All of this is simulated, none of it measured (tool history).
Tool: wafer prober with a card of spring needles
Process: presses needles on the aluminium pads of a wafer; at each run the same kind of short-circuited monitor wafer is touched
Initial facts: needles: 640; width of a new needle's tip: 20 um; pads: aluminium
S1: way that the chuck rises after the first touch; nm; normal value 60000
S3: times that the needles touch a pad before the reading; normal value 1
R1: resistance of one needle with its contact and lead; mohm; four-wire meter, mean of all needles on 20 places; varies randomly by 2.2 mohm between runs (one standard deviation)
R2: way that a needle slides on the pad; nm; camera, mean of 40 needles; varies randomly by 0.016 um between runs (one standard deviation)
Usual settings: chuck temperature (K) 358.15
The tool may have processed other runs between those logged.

run 1 hour=0.0 | S1=60000 chuck_temperature_(K)=358.15 S3=1 | R1=303 R2=11100
-- hour=7.5 tips cleaned on abrasive film
-- hour=19.9 tips cleaned on abrasive film
run 2 hour=26.0 | S1=60000 chuck_temperature_(K)=358.15 S3=1 | R1=338 R2=11070
-- hour=31.0 tips cleaned on abrasive film
-- hour=43.4 tips cleaned on abrasive film
run 3 hour=52.5 | S1=60000 chuck_temperature_(K)=358.15 S3=1 | R1=371 R2=11050
-- hour=55.1 tips cleaned on abrasive film
-- hour=65.1 tips cleaned on abrasive film
-- hour=70.3 height of the first contact set anew
-- hour=75.3 tips cleaned on abrasive film
-- hour=87.6 tips cleaned on abrasive film
run 4 hour=88.9 | S1=60000 chuck_temperature_(K)=358.15 S3=1 | R1=282 R2=11200
-- hour=98.9 tips cleaned on abrasive film
-- hour=108.9 tips cleaned on abrasive film
-- hour=118.9 tips cleaned on abrasive film
-- hour=131.3 tips cleaned on abrasive film
run 5 hour=140.4 | S1=60000 chuck_temperature_(K)=358.15 S3=1 | R1=358 R2=11130
-- hour=143.0 tips cleaned on abrasive film
-- hour=153.0 tips cleaned on abrasive film
-- hour=165.4 tips cleaned on abrasive film
-- hour=175.4 tips cleaned on abrasive film
-- hour=187.8 tips cleaned on abrasive film
run 6 hour=191.1 | S1=60000 chuck_temperature_(K)=358.15 S3=1 | R1=317 R2=11030
-- hour=198.6 tips cleaned on abrasive film
-- hour=208.6 tips cleaned on abrasive film
-- hour=218.5 tips cleaned on abrasive film
-- hour=223.8 height of the first contact set anew
run 7 hour=225.9 | S1=60000 chuck_temperature_(K)=358.15 S3=1 | R1=352 R2=11250
-- hour=230.9 tips cleaned on abrasive film
-- hour=240.9 tips cleaned on abrasive film
run 8 hour=250.3 | S1=60000 chuck_temperature_(K)=358.15 S3=1 | R1=377 R2=11200
-- hour=252.8 tips cleaned on abrasive film
-- hour=265.3 tips cleaned on abrasive film
-- hour=275.2 tips cleaned on abrasive film
-- hour=287.6 tips cleaned on abrasive film
-- hour=300.0 tips cleaned on abrasive film
run 9 hour=306.5 | S1=60000 chuck_temperature_(K)=358.15 S3=1 | R1=361 R2=11120
-- hour=311.5 tips cleaned on abrasive film
-- hour=321.5 tips cleaned on abrasive film
-- hour=333.9 tips cleaned on abrasive film
-- hour=346.4 tips cleaned on abrasive film
run 10 hour=348.0 | S1=60000 chuck_temperature_(K)=358.15 S3=1 | R1=284 R2=11020
-- hour=358.0 tips cleaned on abrasive film
-- hour=368.0 tips cleaned on abrasive film
-- hour=375.7 height of the first contact set anew
-- hour=380.7 tips cleaned on abrasive film
-- hour=390.7 tips cleaned on abrasive film
run 11 hour=395.3 | S1=60000 chuck_temperature_(K)=358.15 S3=3 | R1=283 R2=11200
-- hour=402.8 tips cleaned on abrasive film
-- hour=412.8 tips cleaned on abrasive film
-- hour=425.2 tips cleaned on abrasive film
-- hour=435.1 tips cleaned on abrasive film
-- hour=447.6 tips cleaned on abrasive film
run 12 hour=448.2 | S1=60000 chuck_temperature_(K)=358.15 S3=1 | R1=275 R2=11080
-- hour=458.1 tips cleaned on abrasive film
-- hour=468.1 tips cleaned on abrasive film
-- hour=480.6 tips cleaned on abrasive film
-- hour=490.5 tips cleaned on abrasive film
run 13 hour=500.1 | S1=60000 chuck_temperature_(K)=358.15 S3=1 | R1=402 R2=11020
-- hour=502.7 tips cleaned on abrasive film
-- hour=512.6 tips cleaned on abrasive film
-- hour=522.6 tips cleaned on abrasive film
-- hour=527.9 height of the first contact set anew
-- hour=532.9 tips cleaned on abrasive film
run 14 hour=536.7 | S1=60000 chuck_temperature_(K)=358.15 S3=1 | R1=337 R2=11220
-- hour=544.2 tips cleaned on abrasive film
-- hour=554.2 tips cleaned on abrasive film
-- hour=566.6 tips cleaned on abrasive film
-- hour=579.1 tips cleaned on abrasive film
-- hour=589.1 tips cleaned on abrasive film
run 15 hour=591.9 | S1=60000 chuck_temperature_(K)=328.15 S3=2 | R1=285 R2=11130
-- hour=599.4 tips cleaned on abrasive film
-- hour=609.4 tips cleaned on abrasive film
run 16 hour=618.1 | S1=45000 chuck_temperature_(K)=358.15 S3=1 | R1=508 R2=8330
-- hour=620.6 tips cleaned on abrasive film
-- hour=633.1 tips cleaned on abrasive film
-- hour=645.5 tips cleaned on abrasive film
-- hour=658.0 tips cleaned on abrasive film
run 17 hour=662.3 | S1=45000 chuck_temperature_(K)=358.15 S3=1 | R1=425 R2=8220
-- hour=669.8 tips cleaned on abrasive film
-- hour=679.8 tips cleaned on abrasive film
-- hour=680.1 height of the first contact set anew
run 18 hour=688.5 | S1=49000 chuck_temperature_(K)=358.15 S3=2 | R1=361 R2=9180
-- hour=691.1 tips cleaned on abrasive film
-- hour=703.5 tips cleaned on abrasive film
-- hour=715.9 tips cleaned on abrasive film
run 19 hour=717.2 | S1=60000 chuck_temperature_(K)=341.15 S3=2 | R1=273 R2=11160
-- hour=727.1 tips cleaned on abrasive film
-- hour=739.5 tips cleaned on abrasive film
-- hour=752.0 tips cleaned on abrasive film
run 20 hour=757.0 | S1=60000 chuck_temperature_(K)=312.15 S3=1 | R1=359 R2=11130
-- hour=762.0 tips cleaned on abrasive film
-- hour=774.4 tips cleaned on abrasive film
-- hour=784.4 tips cleaned on abrasive film
-- hour=794.3 tips cleaned on abrasive film
-- hour=806.8 tips cleaned on abrasive film
run 21 hour=810.8 | S1=60000 chuck_temperature_(K)=312.15 S3=1 | R1=347 R2=11050
-- hour=818.3 tips cleaned on abrasive film
-- hour=830.8 tips cleaned on abrasive film
-- hour=833.5 height of the first contact set anew
-- hour=843.5 tips cleaned on abrasive film
-- hour=855.9 tips cleaned on abrasive film
run 22 hour=858.8 | S1=60000 chuck_temperature_(K)=311.15 S3=2 | R1=285 R2=11160
-- hour=866.2 tips cleaned on abrasive film
-- hour=876.2 tips cleaned on abrasive film
-- hour=888.6 tips cleaned on abrasive film
run 23 hour=893.3 | S1=60000 chuck_temperature_(K)=311.15 S3=2 | R1=304 R2=11170
-- hour=900.8 tips cleaned on abrasive film
-- hour=913.3 tips cleaned on abrasive film
-- hour=923.3 tips cleaned on abrasive film
-- hour=933.2 tips cleaned on abrasive film
-- hour=945.7 tips cleaned on abrasive film
run 24 hour=950.1 | S1=60000 chuck_temperature_(K)=311.15 S3=2 | R1=303 R2=11100
-- hour=957.6 tips cleaned on abrasive film
-- hour=967.6 tips cleaned on abrasive film
-- hour=977.6 tips cleaned on abrasive film
-- hour=985.1 height of the first contact set anew
-- hour=990.2 tips cleaned on abrasive film
run 25 hour=996.3 | S1=63000 chuck_temperature_(K)=358.15 S3=2 | R1=313 R2=11800

Branching from run 25: 3 alternative next runs. What would each branch give?
-- hour=1001.4 tips cleaned on abrasive film
-- hour=1013.8 tips cleaned on abrasive film
-- hour=1023.8 tips cleaned on abrasive film
-- hour=1036.2 tips cleaned on abrasive film
-- hour=1046.2 tips cleaned on abrasive film
run A hour=1047.1 | S1=60000 chuck_temperature_(K)=358.15 S3=2 | R1=? R2=?
-- hour=1001.4 tips cleaned on abrasive film
-- hour=1013.8 tips cleaned on abrasive film
-- hour=1023.8 tips cleaned on abrasive film
-- hour=1036.2 tips cleaned on abrasive film
-- hour=1046.2 tips cleaned on abrasive film
run B hour=1047.1 | S1=60000 chuck_temperature_(K)=376.15 S3=1 | R1=? R2=?
-- hour=1001.4 tips cleaned on abrasive film
-- hour=1013.8 tips cleaned on abrasive film
-- hour=1023.8 tips cleaned on abrasive film
-- hour=1036.2 tips cleaned on abrasive film
-- hour=1046.2 tips cleaned on abrasive film
run C hour=1047.1 | S1=73000 chuck_temperature_(K)=306.15 S3=2 | R1=? R2=?

run=A R1=278 R2=11110
run=B R1=296 R2=11120
run=C R1=250 R2=13590
Without the tool's unlogged condition, the same runs would have read:
run=A R1=250 R2=11220
run=B R1=254 R2=11240
run=C R1=230 R2=13710
